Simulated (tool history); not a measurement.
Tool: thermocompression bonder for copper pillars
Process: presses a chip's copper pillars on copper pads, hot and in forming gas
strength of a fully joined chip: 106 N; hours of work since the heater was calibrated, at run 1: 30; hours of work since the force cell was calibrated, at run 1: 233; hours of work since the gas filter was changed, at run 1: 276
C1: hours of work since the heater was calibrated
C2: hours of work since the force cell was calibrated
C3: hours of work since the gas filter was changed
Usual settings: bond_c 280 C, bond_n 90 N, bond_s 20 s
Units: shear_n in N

run 1 hour=0.0 | bond_c=280 bond_n=90 bond_s=20 | C1=30 C2=233 C3=276 | shear_n=37.6
run 2 hour=16.0 | bond_c=277 bond_n=90 bond_s=20 | C1=36 C2=240 C3=283 | shear_n=36.1
run 3 hour=32.4 | bond_c=252 bond_n=90 bond_s=20 | C1=43 C2=247 C3=289 | shear_n=24.2
run 4 hour=66.9 | bond_c=280 bond_n=90 bond_s=20 | C1=58 C2=261 C3=304 | shear_n=38.0
run 5 hour=103.0 | bond_c=280 bond_n=90 bond_s=20 | C1=73 C2=277 C3=319 | shear_n=36.4
run 6 hour=135.2 | bond_c=280 bond_n=90 bond_s=20 | C1=86 C2=290 C3=332 | shear_n=35.9
run 7 hour=151.8 | bond_c=280 bond_n=90 bond_s=20 | C1=93 C2=297 C3=339 | shear_n=36.2
run 8 hour=169.1 | bond_c=280 bond_n=90 bond_s=20 | C1=100 C2=304 C3=347 | shear_n=36.3
run 9 hour=198.7 | bond_c=280 bond_n=90 bond_s=20 | C1=113 C2=317 C3=359 | shear_n=35.8
run 10 hour=223.2 | bond_c=280 bond_n=100 bond_s=20 | C1=123 C2=327 C3=369 | shear_n=38.6
run 11 hour=239.1 | bond_c=280 bond_n=100 bond_s=20 | C1=130 C2=333 C3=376 | shear_n=37.8
run 12 hour=264.8 | bond_c=292 bond_n=100 bond_s=20 | C1=140 C2=344 C3=387 | shear_n=45.1
run 13 hour=283.5 | bond_c=292 bond_n=100 bond_s=20 | C1=148 C2=352 C3=394 | shear_n=44.3
run 14 hour=302.7 | bond_c=280 bond_n=90 bond_s=11 | C1=156 C2=360 C3=403 | shear_n=27.5
run 15 hour=339.8 | bond_c=307 bond_n=90 bond_s=11 | C1=172 C2=376 C3=418 | shear_n=40.6
run 16 hour=375.3 | bond_c=307 bond_n=90 bond_s=11 | C1=187 C2=390 C3=433 | shear_n=40.4
run 17 hour=407.9 | bond_c=274 bond_n=114 bond_s=12 | C1=200 C2=404 C3=447 | shear_n=30.6
run 18 hour=430.7 | bond_c=274 bond_n=114 bond_s=12 | C1=210 C2=414 C3=456 | shear_n=29.9

The next listed run, before its measurement:
-- hour=433.8 force cell calibrated
run 19 hour=450.9 | bond_c=267 bond_n=66 bond_s=12 | C1=218 C2=7 C3=464 | shear_n=?

shear_n: 19.4 N
Without the tool's hidden state the same run would have given shear_n 22.3 N.

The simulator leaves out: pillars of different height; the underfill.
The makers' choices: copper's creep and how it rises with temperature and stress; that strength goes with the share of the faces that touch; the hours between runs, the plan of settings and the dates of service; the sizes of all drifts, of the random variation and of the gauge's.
